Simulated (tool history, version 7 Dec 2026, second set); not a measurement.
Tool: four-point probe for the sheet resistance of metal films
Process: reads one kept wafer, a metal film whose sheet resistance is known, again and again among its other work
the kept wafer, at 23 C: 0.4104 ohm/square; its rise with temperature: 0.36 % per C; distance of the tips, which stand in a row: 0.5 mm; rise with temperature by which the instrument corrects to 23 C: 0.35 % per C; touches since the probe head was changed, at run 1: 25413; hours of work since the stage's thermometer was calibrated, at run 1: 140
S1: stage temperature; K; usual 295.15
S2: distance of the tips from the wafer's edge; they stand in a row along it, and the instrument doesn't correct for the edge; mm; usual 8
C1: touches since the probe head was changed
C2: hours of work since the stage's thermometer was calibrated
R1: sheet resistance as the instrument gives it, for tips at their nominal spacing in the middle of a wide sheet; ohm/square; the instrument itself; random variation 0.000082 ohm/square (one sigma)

{"run": 1, "hour": 0.0, "S1": 295.15, "S2": 8, "C1": 25413, "C2": 140, "R1": 0.411507}
{"run": 2, "hour": 21.8, "S1": 295.15, "S2": 8, "C1": 26117, "C2": 150, "R1": 0.411359}
{"run": 3, "hour": 46.0, "S1": 295.15, "S2": 8, "C1": 26898, "C2": 160, "R1": 0.411213}
{"run": 4, "hour": 66.9, "S1": 295.15, "S2": 8, "C1": 27571, "C2": 170, "R1": 0.411288}
{"run": 5, "hour": 82.8, "S1": 295.15, "S2": 8, "C1": 28085, "C2": 177, "R1": 0.411198}
{"run": 6, "hour": 106.4, "S1": 295.15, "S2": 8, "C1": 28845, "C2": 187, "R1": 0.411262}
{"run": 7, "hour": 126.6, "S1": 295.15, "S2": 15, "C1": 29498, "C2": 196, "R1": 0.410565}
{"run": 8, "hour": 145.6, "S1": 295.15, "S2": 15, "C1": 30111, "C2": 205, "R1": 0.410706}
{"run": 9, "hour": 162.4, "S1": 295.15, "S2": 15, "C1": 30653, "C2": 212, "R1": 0.410544}
{"run": 10, "hour": 187.8, "S1": 295.15, "S2": 8, "C1": 31474, "C2": 223, "R1": 0.411206}
{"run": 11, "hour": 211.1, "S1": 302.15, "S2": 17, "C1": 32223, "C2": 234, "R1": 0.410848}
{"run": 12, "hour": 228.3, "S1": 295.15, "S2": 3, "C1": 32780, "C2": 241, "R1": 0.416426}
{"run": 13, "hour": 254.0, "S1": 300.15, "S2": 49, "C1": 33607, "C2": 253, "R1": 0.410506}
{"run": 14, "hour": 265.5, "S1": 300.15, "S2": 49, "C1": 33980, "C2": 258, "R1": 0.410534}
{"run": 15, "hour": 289.2, "S1": 300.15, "S2": 49, "C1": 34744, "C2": 268, "R1": 0.410526}
{"run": 16, "hour": 301.9, "S1": 300.15, "S2": 8, "C1": 35154, "C2": 274, "R1": 0.411299}
{"run": 17, "hour": 328.9, "S1": 291.15, "S2": 40, "C1": 36024, "C2": 286, "R1": 0.409994}
{"run": 18, "hour": 352.8, "S1": 302.15, "S2": 28, "C1": 36796, "C2": 296, "R1": 0.410582}
{"run": 19, "hour": 377.1, "S1": 301.15, "S2": 5, "C1": 37579, "C2": 307, "R1": 0.412717}
{"run": 20, "hour": 400.8, "S1": 300.15, "S2": 10, "C1": 38344, "C2": 318, "R1": 0.410871}

Some steps in R1 between neighbouring runs. How much of each would the tool show without its hidden state too (settings, what came in, random variation), and how much is left for the hidden state, with any gauge scatter that isn't in both results?
The hidden state here: inner tips' distance over the nominal, %; tips' flats over new ones', %; wafer's true temperature over the reading, C; drift of the gauge itself on sheet_ohm, %.
Run 11 -> 12: S1 302.15 -> 295.15, S2 17 -> 3. R1 +0.005578 ohm/square: hidden state -0.000017, all else +0.005595.
Run 12 -> 13: S1 295.15 -> 300.15, S2 3 -> 49. R1 -0.005920 ohm/square: hidden state -0.000029, all else -0.005891.
Run 17 -> 18: S1 291.15 -> 302.15, S2 40 -> 28. R1 +0.000588 ohm/square: hidden state -0.000030, all else +0.000618.

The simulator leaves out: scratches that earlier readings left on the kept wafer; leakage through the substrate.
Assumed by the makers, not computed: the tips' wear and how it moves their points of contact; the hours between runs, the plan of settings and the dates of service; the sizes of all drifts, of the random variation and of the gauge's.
